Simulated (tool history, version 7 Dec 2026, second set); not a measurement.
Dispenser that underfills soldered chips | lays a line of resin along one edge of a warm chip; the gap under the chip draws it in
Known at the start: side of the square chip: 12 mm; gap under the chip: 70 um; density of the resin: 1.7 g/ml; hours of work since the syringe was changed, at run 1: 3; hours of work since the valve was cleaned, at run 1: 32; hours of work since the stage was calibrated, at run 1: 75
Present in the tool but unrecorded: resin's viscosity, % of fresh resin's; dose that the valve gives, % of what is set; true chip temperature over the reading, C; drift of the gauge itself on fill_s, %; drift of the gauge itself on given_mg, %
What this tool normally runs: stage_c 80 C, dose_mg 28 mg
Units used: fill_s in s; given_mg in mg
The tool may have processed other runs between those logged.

run,hour,stage_c,dose_mg,hours of work since the syringe was changed,hours of work since the valve was cleaned,hours of work since the stage was calibrated,fill_s,given_mg
1,0,80,28,3,32,75,78.9,27.37
2,4.3,80,28,5,35,78,89.2,27.6
# hour 5.7: new syringe of resin
3,8.7,80,29.4,2,37,80,73.4,28.87
4,12.1,87,28,4,39,82,63.2,27.5
# hour 15.9: new syringe of resin
5,15.9,80,28,0,42,85,67,27.48
6,20,80,28,2,44,87,77.5,27.35
7,24.1,80,28,5,47,89,87.7,27.25
# hour 26.3: new syringe of resin
8,27.3,80,28,1,48,91,68.8,27.16
9,32.9,76,28,4,52,95,98.1,27.21
# hour 36.7: new syringe of resin
10,38.2,76,28,1,55,98,83.9,27.27
# hour 42.2: dispensing valve cleaned and set on the balance
11,44.1,80,25.3,4,1,101,84.1,25.39
# hour 48: new syringe of resin
12,49.4,80,25.3,1,4,104,69.2,25.38
13,54.4,80,25.3,4,7,107,81.8,25.12
# hour 58.2: new syringe of resin
14,59.4,80,25.3,1,10,109,70.6,25.15
15,62.9,76,28,3,12,112,92.8,27.81
16,65.7,76,28,5,14,113,100.3,27.84
# hour 68.6: new syringe of resin
17,71.5,76,27.4,2,17,117,83.2,27.29
18,76.8,76,27.4,5,20,120,100.6,27.05
# hour 78.8: new syringe of resin
19,81.4,66,30.4,2,23,122,130,30.15
20,86.9,80,25,5,26,126,89.7,24.55
# hour 89.3: new syringe of resin
21,91.5,80,25,1,29,128,74.1,24.59
22,96.3,94,28.4,4,32,131,50.2,27.92
# hour 99.7: new syringe of resin
23,101.7,94,28.4,1,35,134,42.7,27.87
24,106.8,83,29.4,4,38,137,76.1,28.79
# hour 110: new syringe of resin
25,110.6,87,26.9,0,40,139,51.2,26.1
26,116.1,89,35.7,4,43,143,56.5,34.72
# hour 120.3: new syringe of resin
27,120.8,78,25.3,0,46,145,74.2,24.65
28,125.3,80,35.8,3,49,148,79.5,34.89
29,128.5,80,35.8,5,51,150,88.2,34.67
# hour 130.5: new syringe of resin
30,133.5,80,35.8,2,53,153,72.8,34.75
31,137.9,90,35.8,4,56,156,58,34.42
# hour 139.9: dispensing valve cleaned and set on the balance
# hour 142: new syringe of resin
32,143.1,90,35.8,1,2,158,46.5,35.81
33,147.8,80,30.6,3,5,161,80.8,30.16
# hour 152.5: new syringe of resin
34,152.5,80,30.6,0,7,163,66.3,30.55
35,155.3,88,24.7,2,9,165,54.9,24.59

Measured minus without-hidden-state, run by run (identical run-to-run variation in each term; gauge scatter may differ):
run,fill_s,given_mg
1,+11.3,-0.45
2,+23.2,-0.5
3,+8.3,-0.57
4,+13.3,-0.58
5,+0.9,-0.61
6,+10.9,-0.65
7,+22.2,-0.7
8,+3.2,-0.72
9,+20.7,-0.78
10,+5,-0.83
11,+17,+0.03
12,+2.4,-0.01
13,+15.2,-0.05
14,+4.1,-0.09
15,+15,-0.14
16,+24,-0.16
17,+7.4,-0.22
18,+24.1,-0.26
19,+13.6,-0.35
20,+22.9,-0.33
21,+7,-0.38
22,+11.4,-0.48
23,+4.4,-0.54
24,+18.7,-0.62
25,+0.7,-0.59
26,+10.1,-0.86
27,+2.6,-0.65
28,+13.5,-0.98
29,+22.3,-1.02
30,+7.6,-1.08
31,+13.3,-1.14
32,+2.4,-0.05
33,+15.5,-0.1
34,+1.2,-0.15
35,+5.9,-0.15

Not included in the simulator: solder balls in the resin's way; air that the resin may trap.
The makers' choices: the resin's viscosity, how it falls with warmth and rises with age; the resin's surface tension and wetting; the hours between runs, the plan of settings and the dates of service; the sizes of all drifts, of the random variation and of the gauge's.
